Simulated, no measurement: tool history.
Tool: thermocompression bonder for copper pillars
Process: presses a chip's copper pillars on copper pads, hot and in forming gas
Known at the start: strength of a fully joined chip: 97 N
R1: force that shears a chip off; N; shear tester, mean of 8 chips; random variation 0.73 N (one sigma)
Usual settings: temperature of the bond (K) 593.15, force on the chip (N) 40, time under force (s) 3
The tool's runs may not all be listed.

run 1 hour=0 | temperature_of_the_bond_(K)=593.15 force_on_the_chip_(N)=40 time_under_force_(s)=3 | R1=51.7
run 2 hour=25.7 | temperature_of_the_bond_(K)=593.15 force_on_the_chip_(N)=40 time_under_force_(s)=3 | R1=53.9
run 3 hour=44 | temperature_of_the_bond_(K)=593.15 force_on_the_chip_(N)=40 time_under_force_(s)=3 | R1=51.7
run 4 hour=78.8 | temperature_of_the_bond_(K)=604.15 force_on_the_chip_(N)=40 time_under_force_(s)=3 | R1=58.2
run 5 hour=99.7 | temperature_of_the_bond_(K)=604.15 force_on_the_chip_(N)=40 time_under_force_(s)=3 | R1=56.3
run 6 hour=116.1 | temperature_of_the_bond_(K)=604.15 force_on_the_chip_(N)=40 time_under_force_(s)=3 | R1=57.1
run 7 hour=147.7 | temperature_of_the_bond_(K)=593.15 force_on_the_chip_(N)=36 time_under_force_(s)=3 | R1=46.6
run 8 hour=169.4 | temperature_of_the_bond_(K)=593.15 force_on_the_chip_(N)=27 time_under_force_(s)=3 | R1=34.1
run 9 hour=187.9 | temperature_of_the_bond_(K)=593.15 force_on_the_chip_(N)=40 time_under_force_(s)=3 | R1=49.5
run 10 hour=212.2 | temperature_of_the_bond_(K)=593.15 force_on_the_chip_(N)=40 time_under_force_(s)=3 | R1=50.4
run 11 hour=237.5 | temperature_of_the_bond_(K)=593.15 force_on_the_chip_(N)=40 time_under_force_(s)=3 | R1=49.6
run 12 hour=269.1 | temperature_of_the_bond_(K)=593.15 force_on_the_chip_(N)=40 time_under_force_(s)=3 | R1=49.2
run 13 hour=305.5 | temperature_of_the_bond_(K)=593.15 force_on_the_chip_(N)=40 time_under_force_(s)=3 | R1=53.2
run 14 hour=341.8 | temperature_of_the_bond_(K)=593.15 force_on_the_chip_(N)=40 time_under_force_(s)=3 | R1=56
run 15 hour=362.3 | temperature_of_the_bond_(K)=593.15 force_on_the_chip_(N)=40 time_under_force_(s)=3 | R1=54.5
run 16 hour=383 | temperature_of_the_bond_(K)=565.15 force_on_the_chip_(N)=35 time_under_force_(s)=3 | R1=33.3
run 17 hour=409.3 | temperature_of_the_bond_(K)=579.15 force_on_the_chip_(N)=40 time_under_force_(s)=6 | R1=57.1
run 18 hour=424 | temperature_of_the_bond_(K)=579.15 force_on_the_chip_(N)=40 time_under_force_(s)=6 | R1=57.7
run 19 hour=455.9 | temperature_of_the_bond_(K)=579.15 force_on_the_chip_(N)=40 time_under_force_(s)=6 | R1=55.8
run 20 hour=480.1 | temperature_of_the_bond_(K)=594.15 force_on_the_chip_(N)=41 time_under_force_(s)=6 | R1=66.9
run 21 hour=497.7 | temperature_of_the_bond_(K)=574.15 force_on_the_chip_(N)=40 time_under_force_(s)=3 | R1=43.7
run 22 hour=528.5 | temperature_of_the_bond_(K)=574.15 force_on_the_chip_(N)=40 time_under_force_(s)=3 | R1=43.4
run 23 hour=551.6 | temperature_of_the_bond_(K)=574.15 force_on_the_chip_(N)=40 time_under_force_(s)=3 | R1=41.3
run 24 hour=569.4 | temperature_of_the_bond_(K)=613.15 force_on_the_chip_(N)=51 time_under_force_(s)=3 | R1=73.9
run 25 hour=603.7 | temperature_of_the_bond_(K)=609.15 force_on_the_chip_(N)=46 time_under_force_(s)=2 | R1=59.5
run 26 hour=621.6 | temperature_of_the_bond_(K)=609.15 force_on_the_chip_(N)=46 time_under_force_(s)=2 | R1=61.3
run 27 hour=645.7 | temperature_of_the_bond_(K)=589.15 force_on_the_chip_(N)=49 time_under_force_(s)=2 | R1=53.7
run 28 hour=678.9 | temperature_of_the_bond_(K)=614.15 force_on_the_chip_(N)=40 time_under_force_(s)=3 | R1=62.3

Not shown: 1 entry that the log had between the listed runs. Between which runs, and how does the tool's hidden state differ before and after?
Between runs 12 and 13: forming gas filter changed (hour 271.8)
  true temperature of the bond over the reading, C: -2.2 -> -2.3; force that reaches the chip, % of what is set: 104.6 -> 104.7; oxide that the forming gas leaves, % of the face: 9.35 -> 1
  measured less the result without the state, R1: -3.9 -> +0.6 N

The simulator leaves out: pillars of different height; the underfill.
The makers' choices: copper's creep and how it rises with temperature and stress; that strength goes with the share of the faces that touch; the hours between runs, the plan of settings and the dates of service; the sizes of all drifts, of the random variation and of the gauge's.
